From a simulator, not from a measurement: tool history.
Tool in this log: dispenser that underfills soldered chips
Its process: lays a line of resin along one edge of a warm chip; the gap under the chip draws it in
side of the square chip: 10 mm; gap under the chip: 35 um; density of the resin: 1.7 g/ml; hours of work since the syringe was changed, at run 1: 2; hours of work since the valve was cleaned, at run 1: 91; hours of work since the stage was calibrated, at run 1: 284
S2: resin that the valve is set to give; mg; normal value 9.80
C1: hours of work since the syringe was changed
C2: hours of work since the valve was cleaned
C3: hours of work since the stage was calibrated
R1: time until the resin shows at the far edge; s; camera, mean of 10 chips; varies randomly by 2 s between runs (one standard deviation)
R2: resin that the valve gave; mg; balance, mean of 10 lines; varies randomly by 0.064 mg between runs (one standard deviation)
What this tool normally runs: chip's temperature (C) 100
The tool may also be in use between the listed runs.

Run 1, hour 0.0: usual settings; C1 2; C2 91; C3 284. Result: R1 234.7 s, R2 9.14 mg.
At hour 2.7: dispensing valve cleaned and set on the balance.
Run 2, hour 8.3: usual settings; C1 6; C2 3; C3 288. Result: R1 318.2 s, R2 9.80 mg.
At hour 9.6: new syringe of resin.
Run 3, hour 18.6: usual settings; C1 6; C2 10; C3 294. Result: R1 301.7 s, R2 9.67 mg.
At hour 21.1: new syringe of resin.
Run 4, hour 25.0: usual settings; C1 2; C2 13; C3 298. Result: R1 245.6 s, R2 9.67 mg.
At hour 32.4: new syringe of resin.
Run 5, hour 36.7: usual settings but S2 9.72 mg; C1 3; C2 20; C3 305. Result: R1 249.7 s, R2 9.48 mg.
Run 6, hour 41.8: usual settings but S2 9.72 mg; C1 6; C2 23; C3 308. Result: R1 302.1 s, R2 9.50 mg.
At hour 43.0: new syringe of resin.
Run 7, hour 50.6: usual settings but S2 9.72 mg; C1 5; C2 29; C3 313. Result: R1 294.8 s, R2 9.48 mg.
At hour 54.0: new syringe of resin.
Run 8, hour 60.1: usual settings but S2 10.91 mg; C1 4; C2 34; C3 319. Result: R1 262.7 s, R2 10.76 mg.
At hour 65.0: new syringe of resin.
Run 9, hour 66.1: usual settings but chip's temperature (C) 99; C1 1; C2 38; C3 323. Result: R1 221.2 s, R2 9.52 mg.
Run 10, hour 73.6: usual settings; C1 5; C2 42; C3 327. Result: R1 298.6 s, R2 9.48 mg.
At hour 75.7: new syringe of resin.
Run 11, hour 81.7: usual settings but S2 11.47 mg; C1 4; C2 47; C3 332. Result: R1 260.4 s, R2 11.09 mg.
At hour 87.0: new syringe of resin.
Run 12, hour 88.5: usual settings but S2 12.24 mg; C1 1; C2 51; C3 336. Result: R1 219.6 s, R2 11.66 mg.
At hour 97.9: new syringe of resin.
Run 13, hour 99.6: usual settings but S2 12.24 mg; C1 1; C2 58; C3 342. Result: R1 221.4 s, R2 11.75 mg.
At hour 108.4: new syringe of resin.
Run 14, hour 112.1: usual settings but S2 12.24 mg; C1 2; C2 65; C3 350. Result: R1 238.8 s, R2 11.59 mg.
At hour 119.2: new syringe of resin.
Run 15, hour 120.7: usual settings but S2 12.24 mg; C1 1; C2 70; C3 355. Result: R1 221.1 s, R2 11.74 mg.
At hour 129.9: new syringe of resin.
Run 16, hour 130.5: usual settings but S2 12.24 mg; C1 0; C2 76; C3 361. Result: R1 212.5 s, R2 11.69 mg.
Run 17, hour 137.4: usual settings but S2 12.24 mg; C1 5; C2 80; C3 365. Result: R1 284.8 s, R2 11.58 mg.
At hour 141.3: new syringe of resin.
Run 18, hour 149.7: usual settings but S2 11.34 mg; C1 5; C2 88; C3 372. Result: R1 289.2 s, R2 10.76 mg.
At hour 152.0: new syringe of resin.
At hour 157.2: dispensing valve cleaned and set on the balance.
Run 19, hour 159.6: usual settings but chip's temperature (C) 87, S2 9.08 mg; C1 4; C2 1; C3 378. Result: R1 473.5 s, R2 9.10 mg.
At hour 164.2: new syringe of resin.
Run 20, hour 172.5: usual settings but chip's temperature (C) 87, S2 9.08 mg; C1 5; C2 9; C3 385. Result: R1 513.6 s, R2 9.01 mg.
At hour 175.2: new syringe of resin.
Run 21, hour 185.3: usual settings but chip's temperature (C) 103, S2 11.44 mg; C1 6; C2 17; C3 393. Result: R1 290.2 s, R2 11.25 mg.
At hour 186.5: new syringe of resin.
Run 22, hour 192.2: usual settings but chip's temperature (C) 103, S2 11.44 mg; C1 4; C2 21; C3 397. Result: R1 232.3 s, R2 11.13 mg.
At hour 197.4: new syringe of resin.
Run 23, hour 197.9: usual settings but chip's temperature (C) 103, S2 11.44 mg; C1 0; C2 24; C3 400. Result: R1 190.6 s, R2 11.13 mg.
Run 24, hour 206.3: usual settings but chip's temperature (C) 101, S2 8.31 mg; C1 5; C2 29; C3 406. Result: R1 308.7 s, R2 8.14 mg.
At hour 208.3: new syringe of resin.
Run 25, hour 215.7: usual settings but chip's temperature (C) 115, S2 9.12 mg; C1 5; C2 35; C3 411. Result: R1 168.2 s, R2 8.89 mg.
At hour 219.6: new syringe of resin.
Run 26, hour 227.9: usual settings but chip's temperature (C) 87, S2 11.68 mg; C1 5; C2 42; C3 418. Result: R1 489.3 s, R2 11.43 mg.
At hour 231.0: new syringe of resin.
Run 27, hour 238.6: usual settings but chip's temperature (C) 87, S2 11.68 mg; C1 5; C2 49; C3 425. Result: R1 479.3 s, R2 11.29 mg.
At hour 241.8: new syringe of resin.
Run 28, hour 249.8: usual settings but chip's temperature (C) 95, S2 11.16 mg; C1 5; C2 55; C3 432. Result: R1 358.0 s, R2 10.81 mg.
At hour 252.4: new syringe of resin.
Run 29, hour 260.4: usual settings but chip's temperature (C) 102, S2 10.83 mg; C1 5; C2 62; C3 438. Result: R1 274.4 s, R2 10.40 mg.
At hour 263.4: new syringe of resin.
Run 30, hour 268.0: usual settings but chip's temperature (C) 113, S2 8.52 mg; C1 3; C2 66; C3 442. Result: R1 166.6 s, R2 8.24 mg.
At hour 274.0: new syringe of resin.
Run 31, hour 279.1: usual settings but S2 9.34 mg; C1 3; C2 73; C3 449. Result: R1 265.8 s, R2 8.96 mg.
At hour 285.0: new syringe of resin.
At hour 286.6: stage's temperature calibrated.
Run 32, hour 291.7: usual settings but chip's temperature (C) 86, S2 9.42 mg; C1 4; C2 80; C3 3. Result: R1 439.5 s, R2 8.91 mg.
At hour 296.7: new syringe of resin.
Run 33, hour 301.0: usual settings but chip's temperature (C) 94, S2 9.96 mg; C1 3; C2 85; C3 9. Result: R1 301.6 s, R2 9.44 mg.
At hour 307.4: new syringe of resin.
Run 34, hour 309.8: usual settings but chip's temperature (C) 110, S2 9.77 mg; C1 1; C2 90; C3 14. Result: R1 154.2 s, R2 9.17 mg.
At hour 313.4: dispensing valve cleaned and set on the balance.
Run 35, hour 318.3: usual settings but chip's temperature (C) 110, S2 9.77 mg; C1 6; C2 3; C3 18. Result: R1 209.2 s, R2 9.67 mg.

Subtracting, for every run, the result it would have given without the tool's unlogged condition from the measured result gives the following. The same run-to-run variation enters both numbers; the gauge's scatter may not:
Hidden conditions of the tool in this case: resin's viscosity, % of fresh resin's; dose that the valve gives, % of what is set; true chip temperature over the reading, C; drift of the gauge itself on fill_s, %; drift of the gauge itself on given_mg, %.
run      R1     R2
  1   +38.1  -0.57
  2  +121.6  -0.06
  3  +106.8  -0.09
  4   +50.6  -0.12
  5   +51.7  -0.15
  6  +109.6  -0.18
  7   +95.3  -0.21
  8   +71.5  -0.28
  9   +19.3  -0.27
 10  +101.2  -0.30
 11   +69.5  -0.38
 12   +27.1  -0.44
 13   +29.2  -0.49
 14   +44.8  -0.55
 15   +27.6  -0.59
 16   +21.6  -0.65
 17   +93.9  -0.67
 18   +96.8  -0.68
 19  +144.9  +0.00
 20  +184.2  -0.05
 21  +118.4  -0.12
 22   +62.1  -0.15
 23   +17.8  -0.17
 24  +114.5  -0.15
 25   +55.1  -0.20
 26  +165.9  -0.31
 27  +158.1  -0.35
 28  +125.2  -0.38
 29   +93.3  -0.41
 30   +42.7  -0.36
 31   +67.2  -0.43
 32   +98.3  -0.48
 33   +55.7  -0.54
 34   +18.9  -0.56
 35   +74.9  -0.01
